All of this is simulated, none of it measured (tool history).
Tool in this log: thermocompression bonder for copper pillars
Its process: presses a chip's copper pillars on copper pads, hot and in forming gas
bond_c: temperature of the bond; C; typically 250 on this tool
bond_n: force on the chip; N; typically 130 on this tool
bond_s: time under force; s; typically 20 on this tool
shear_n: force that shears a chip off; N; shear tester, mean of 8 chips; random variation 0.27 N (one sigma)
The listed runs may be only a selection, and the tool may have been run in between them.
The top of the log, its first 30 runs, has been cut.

run,day,bond_c,bond_n,bond_s,shear_n
# day 58.929: forming gas filter changed
31,59.679,251,126,24,60.1
32,62.108,251,126,24,60.3
33,63.546,221,126,24,39.4
34,65.775,250,130,55,76.7
35,67.108,263,113,28,68.5
36,68.412,263,113,28,68.3
37,69.633,263,113,28,67.9
38,72.025,263,113,28,67.7

Below are 4 alternative next runs, each starting from the tool's condition after run 38. Predict each:
A,74.762,276,81,18,?
B,74.762,263,96,56,?
C,74.762,263,125,28,?
D,74.762,256,97,17,?

run,shear_n
A,58.9
B,76.3
C,69.7
D,49.7
Take away the tool's hidden state, keep each run's random variation, and the runs would have read:
run,shear_n
A,60.1
B,78.3
C,71.4
D,50.5
